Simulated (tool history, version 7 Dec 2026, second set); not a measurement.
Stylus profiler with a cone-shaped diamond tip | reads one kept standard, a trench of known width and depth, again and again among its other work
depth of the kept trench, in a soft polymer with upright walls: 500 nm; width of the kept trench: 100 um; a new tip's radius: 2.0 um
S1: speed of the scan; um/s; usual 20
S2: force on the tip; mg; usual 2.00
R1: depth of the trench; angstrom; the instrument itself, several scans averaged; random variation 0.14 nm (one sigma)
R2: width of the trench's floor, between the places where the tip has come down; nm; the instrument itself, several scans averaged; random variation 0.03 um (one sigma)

run    hour  S1    S2      R1     R2
  1     0.0  20  2.00  5033.5  96780
  2    89.3  20  2.00  5032.1  96700
  3   221.2  20  2.00  5034.2  96630
  4   288.8  20  2.00  5033.2  96510
  5   384.1  20  2.00  5036.5  96430
  6   454.9  20  2.00  5034.3  96350
  7   516.5   6  2.00  5036.9  96450
  8   623.9  20  1.94  5037.2  96230
  9   739.8  20  1.94  5037.0  96170
 10   839.4  20  1.94  5040.0  96080
      848.9  -- height scale calibrated on a step standard
 11   975.3  20  2.00  5044.1  96060
 12  1077.3  12  0.86  5030.7  95990
 13  1158.4   7  1.21  5037.8  95920
 14  1301.8   7  1.21  5037.7  95860

Run 15 comes next. What will it give?
 15  1386.0  20  3.19   ?   ?

{"run 15": {"R1": 5055.4, "R2": 95780}}
Without the tool's hidden state the same run would have given R1 5036.5 angstrom, R2 97280 nm.
